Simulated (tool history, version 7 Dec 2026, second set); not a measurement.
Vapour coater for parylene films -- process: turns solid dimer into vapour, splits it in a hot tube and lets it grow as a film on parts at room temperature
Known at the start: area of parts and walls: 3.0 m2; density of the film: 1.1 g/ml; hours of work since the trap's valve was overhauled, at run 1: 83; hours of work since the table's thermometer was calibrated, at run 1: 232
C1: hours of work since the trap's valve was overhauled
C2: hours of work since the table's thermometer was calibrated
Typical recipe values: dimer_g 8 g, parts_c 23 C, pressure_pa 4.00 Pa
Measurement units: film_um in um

Run 1, hour 0.0: usual settings; C1 83; C2 232. Result: film_um 1.318 um.
Run 2, hour 34.1: usual settings; C1 98; C2 248. Result: film_um 1.318 um.
Run 3, hour 57.8: usual settings; C1 109; C2 259. Result: film_um 1.318 um.
Run 4, hour 78.8: usual settings; C1 119; C2 268. Result: film_um 1.309 um.
Run 5, hour 109.2: usual settings but pressure_pa 4.01 Pa; C1 133; C2 282. Result: film_um 1.318 um.
Run 6, hour 132.7: usual settings but pressure_pa 4.01 Pa; C1 144; C2 293. Result: film_um 1.306 um.
Run 7, hour 167.0: usual settings but pressure_pa 4.01 Pa; C1 159; C2 309. Result: film_um 1.313 um.
Run 8, hour 200.3: usual settings but pressure_pa 4.01 Pa; C1 175; C2 324. Result: film_um 1.307 um.
Run 9, hour 231.2: usual settings but pressure_pa 4.01 Pa; C1 189; C2 338. Result: film_um 1.306 um.
Run 10, hour 247.6: usual settings but pressure_pa 8.30 Pa; C1 196; C2 346. Result: film_um 1.209 um.
Run 11, hour 265.7: usual settings but parts_c 25 C; C1 205; C2 354. Result: film_um 1.234 um.
Run 12, hour 297.1: usual settings but parts_c 25 C; C1 219; C2 368. Result: film_um 1.234 um.
Run 13, hour 320.6: usual settings but parts_c 25 C; C1 230; C2 379. Result: film_um 1.239 um.
Run 14, hour 339.8: usual settings but parts_c 25 C; C1 239; C2 388. Result: film_um 1.231 um.
Run 15, hour 365.8: usual settings but parts_c 25 C; C1 251; C2 400. Result: film_um 1.237 um.
Run 16, hour 393.8: usual settings but parts_c 31 C, pressure_pa 6.82 Pa; C1 263; C2 413. Result: film_um 1.006 um.
Run 17, hour 413.3: usual settings but dimer_g 5 g, parts_c 22 C, pressure_pa 2.45 Pa; C1 272; C2 422. Result: film_um 0.872 um.
Run 18, hour 432.0: usual settings but dimer_g 5 g, parts_c 22 C, pressure_pa 2.45 Pa; C1 281; C2 430. Result: film_um 0.871 um.
Run 19, hour 448.6: usual settings but dimer_g 4 g, parts_c 18 C, pressure_pa 2.45 Pa; C1 289; C2 438. Result: film_um 0.775 um.
Run 20, hour 479.4: usual settings but dimer_g 4 g, parts_c 18 C, pressure_pa 2.45 Pa; C1 303; C2 452. Result: film_um 0.771 um.
Run 21, hour 504.1: usual settings but dimer_g 5 g, parts_c 18 C, pressure_pa 3.51 Pa; C1 314; C2 463. Result: film_um 0.927 um.
Run 22, hour 527.0: usual settings but dimer_g 5 g, parts_c 18 C, pressure_pa 3.51 Pa; C1 324; C2 474. Result: film_um 0.922 um.
Run 23, hour 554.6: usual settings but dimer_g 5 g, parts_c 18 C, pressure_pa 3.51 Pa; C1 337; C2 486. Result: film_um 0.923 um.
Run 24, hour 569.5: usual settings but dimer_g 12 g, parts_c 22 C, pressure_pa 2.39 Pa; C1 344; C2 493. Result: film_um 2.084 um.
Run 25, hour 595.4: usual settings but dimer_g 12 g, parts_c 22 C, pressure_pa 2.39 Pa; C1 356; C2 505. Result: film_um 2.086 um.

What does the tool deliver on the next run?
Run 26, hour 626.0: usual settings but dimer_g 6 g, pressure_pa 8.01 Pa; C1 370; C2 519. Result: film_um ?.

{"run 26": {"film_um": 0.906}}
Were there no unlogged condition in the tool, this run, its random variation unchanged, would have produced film_um 0.933 um.

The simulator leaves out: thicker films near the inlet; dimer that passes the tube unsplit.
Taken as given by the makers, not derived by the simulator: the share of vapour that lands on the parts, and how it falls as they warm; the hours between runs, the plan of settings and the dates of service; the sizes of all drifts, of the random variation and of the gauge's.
